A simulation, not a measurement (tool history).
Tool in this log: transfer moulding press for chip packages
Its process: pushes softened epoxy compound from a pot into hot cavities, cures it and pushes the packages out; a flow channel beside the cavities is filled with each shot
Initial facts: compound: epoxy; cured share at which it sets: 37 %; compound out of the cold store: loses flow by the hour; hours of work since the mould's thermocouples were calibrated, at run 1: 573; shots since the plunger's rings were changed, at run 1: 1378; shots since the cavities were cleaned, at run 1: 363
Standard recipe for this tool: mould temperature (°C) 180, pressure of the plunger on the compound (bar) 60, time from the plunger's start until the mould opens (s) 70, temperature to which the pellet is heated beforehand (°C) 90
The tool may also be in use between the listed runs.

run   hour  mould temperature (°C)  pressure of the plunger on the compound (bar)  time from the plunger's start until the mould opens (s)  temperature to which the pellet is heated beforehand (°C)  hours of work since the mould's thermocouples were calibrated  shots since the plunger's rings were changed  shots since the cavities were cleaned  incoming compound's hours out of the cold store  length that the compound runs in the flow channel (mm)  greatest force on the pins that push the packages out (N)
  1      0                     180                                             60                                                       70                                                         90                                                            573                                          1378                                    363                                             28.8                                                     700                                                        458
      33.6  -- cavities cleaned with cleaning compound and waxed
  2   34.1                     180                                             60                                                       70                                                         90                                                            589                                          1729                                      6                                             47.3                                                     669                                                        582
  3   57.6                     180                                             60                                                       70                                                         90                                                            601                                          1982                                    259                                             14.3                                                     734                                                        631
  4   77.4                     180                                             60                                                       70                                                         90                                                            610                                          2196                                    473                                             42.3                                                     670                                                        588
        99  -- cavities cleaned with cleaning compound and waxed
  5  101.6                     180                                             60                                                       70                                                         90                                                            622                                          2440                                     28                                             41.5                                                     674                                                        345
  6    123                     180                                           54.9                                                       70                                                         90                                                            633                                          2671                                    259                                             22.5                                                     679                                                        447
  7  156.9                     180                                           54.9                                                       70                                                         90                                                            649                                          3037                                    625                                             44.4                                                     634                                                        482
     165.3  -- cavities cleaned with cleaning compound and waxed, once more
  8  198.6                     180                                           54.9                                                       70                                                         90                                                            670                                          3470                                    359                                             41.9                                                     640                                                        444
     231.9  -- cavities cleaned with cleaning compound and waxed
  9  236.6                     180                                             60                                                       70                                                         90                                                            688                                          3864                                     51                                             27.8                                                     693                                                        382
 10  265.3                     180                                           54.5                                                      104                                                         89                                                            702                                          4173                                    360                                             35.1                                                     644                                                        332
     296.2  -- cavities cleaned with cleaning compound and waxed
 11  306.9                     180                                           54.5                                                      104                                                         89                                                            722                                          4606                                    115                                             11.7                                                     693                                                        283
 12  341.7                     180                                           49.7                                                       70                                                         87                                                            740                                          4981                                    490                                               33                                                     616                                                        486
     361.4  -- cavities cleaned with cleaning compound and waxed
     368.6  -- mould's thermocouples calibrated
     388.6  -- plunger's sealing rings changed
 13  388.6                     180                                           49.7                                                       70                                                         87                                                              9                                             0                                    244                                             47.6                                                     614                                                        467
 14  413.4                     180                                           57.5                                                       53                                                         90                                                             21                                           268                                    512                                             38.2                                                     679                                                       1007
     431.2  -- cavities cleaned with cleaning compound and waxed
 15  448.5                     180                                           57.5                                                       53                                                         90                                                             38                                           631                                    187                                             22.3                                                     712                                                        907
 16  476.1                     180                                           57.5                                                       53                                                         90                                                             52                                           928                                    484                                               39                                                     677                                                        993
     498.5  -- cavities cleaned with cleaning compound and waxed
 17  515.4                     180                                             60                                                       79                                                         90                                                             71                                          1336                                    183                                             30.8                                                     703                                                        371
 18  557.1                     188                                             65                                                       78                                                         91                                                             91                                          1785                                    632                                             35.1                                                     701                                                        375

What if the next run were any one of these 3? Each begins from the tool's condition after run 18:
     563.7  -- cavities cleaned with cleaning compound and waxed
  A  594.6                     180                                           47.6                                                       70                                                         85                                                            109                                          2173                                    333                                               39                                                       ?                                                          ?
     563.7  -- cavities cleaned with cleaning compound and waxed
  B  594.6                     183                                             65                                                       78                                                         92                                                            109                                          2173                                    333                                             43.2                                                       ?                                                          ?
     563.7  -- cavities cleaned with cleaning compound and waxed
  C  594.6                     188                                           70.5                                                       78                                                         91                                                            109                                          2173                                    333                                             11.4                                                       ?                                                          ?

run  length that the compound runs in the flow channel (mm)  greatest force on the pins that push the packages out (N)
  A                                                     608                                                        474
  B                                                     694                                                        363
  C                                                     781                                                        320
Without the tool's hidden state the same runs would have given:
run  length that the compound runs in the flow channel (mm)  greatest force on the pins that push the packages out (N)
  A                                                     619                                                        373
  B                                                     707                                                        284
  C                                                     796                                                        250
